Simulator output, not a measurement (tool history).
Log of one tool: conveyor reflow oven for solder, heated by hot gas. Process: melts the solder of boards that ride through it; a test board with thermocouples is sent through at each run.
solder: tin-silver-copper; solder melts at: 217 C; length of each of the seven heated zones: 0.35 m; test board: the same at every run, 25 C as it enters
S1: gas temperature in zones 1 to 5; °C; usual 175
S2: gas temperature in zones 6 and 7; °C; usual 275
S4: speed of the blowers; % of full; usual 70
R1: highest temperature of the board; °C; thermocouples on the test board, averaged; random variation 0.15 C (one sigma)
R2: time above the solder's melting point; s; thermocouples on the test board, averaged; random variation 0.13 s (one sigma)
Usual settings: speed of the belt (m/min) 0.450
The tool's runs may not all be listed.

run 1 hour=0.0 | S1=175 S2=275 speed_of_the_belt_(m/min)=0.450 S4=70 | R1=260.7 R2=77.3
run 2 hour=22.6 | S1=175 S2=275 speed_of_the_belt_(m/min)=0.450 S4=70 | R1=260.8 R2=77.1
run 3 hour=41.5 | S1=175 S2=275 speed_of_the_belt_(m/min)=0.503 S4=70 | R1=257.0 R2=65.7
run 4 hour=56.8 | S1=175 S2=275 speed_of_the_belt_(m/min)=0.503 S4=76 | R1=258.9 R2=67.2
run 5 hour=87.7 | S1=185 S2=275 speed_of_the_belt_(m/min)=0.450 S4=70 | R1=262.7 R2=82.9
-- hour=97.3 flux residue cleaned out of gas plates and filters
run 6 hour=126.0 | S1=175 S2=275 speed_of_the_belt_(m/min)=0.450 S4=70 | R1=263.3 R2=79.3
run 7 hour=145.3 | S1=175 S2=275 speed_of_the_belt_(m/min)=0.450 S4=70 | R1=263.6 R2=78.9
run 8 hour=161.3 | S1=175 S2=275 speed_of_the_belt_(m/min)=0.450 S4=70 | R1=263.4 R2=79.0
run 9 hour=175.3 | S1=175 S2=275 speed_of_the_belt_(m/min)=0.450 S4=70 | R1=263.4 R2=79.3
-- hour=181.9 belt drive overhauled, speed set with a stopwatch
run 10 hour=198.7 | S1=175 S2=275 speed_of_the_belt_(m/min)=0.450 S4=70 | R1=263.4 R2=79.5
run 11 hour=217.7 | S1=175 S2=276 speed_of_the_belt_(m/min)=0.452 S4=70 | R1=264.3 R2=79.4
run 12 hour=232.5 | S1=167 S2=273 speed_of_the_belt_(m/min)=0.507 S4=73 | R1=257.3 R2=62.7
run 13 hour=263.7 | S1=170 S2=273 speed_of_the_belt_(m/min)=0.507 S4=73 | R1=257.7 R2=64.1
-- hour=276.2 belt drive overhauled, speed set with a stopwatch, once more
run 14 hour=294.0 | S1=175 S2=288 speed_of_the_belt_(m/min)=0.450 S4=65 | R1=273.1 R2=84.4

3 ways to go on from here, each from the tool as it stands after run 14. What would each give?
run A hour=311.8 | S1=175 S2=275 speed_of_the_belt_(m/min)=0.469 S4=70 | R1=? R2=?
run B hour=311.8 | S1=175 S2=275 speed_of_the_belt_(m/min)=0.437 S4=70 | R1=? R2=?
run C hour=311.8 | S1=164 S2=275 speed_of_the_belt_(m/min)=0.450 S4=70 | R1=? R2=?

run=A R1=261.8 R2=74.3
run=B R1=264.1 R2=81.4
run=C R1=261.4 R2=73.2
Without the tool's hidden state the same runs would have given:
run=A R1=259.5 R2=72.9
run=B R1=261.6 R2=80.0
run=C R1=259.0 R2=71.8
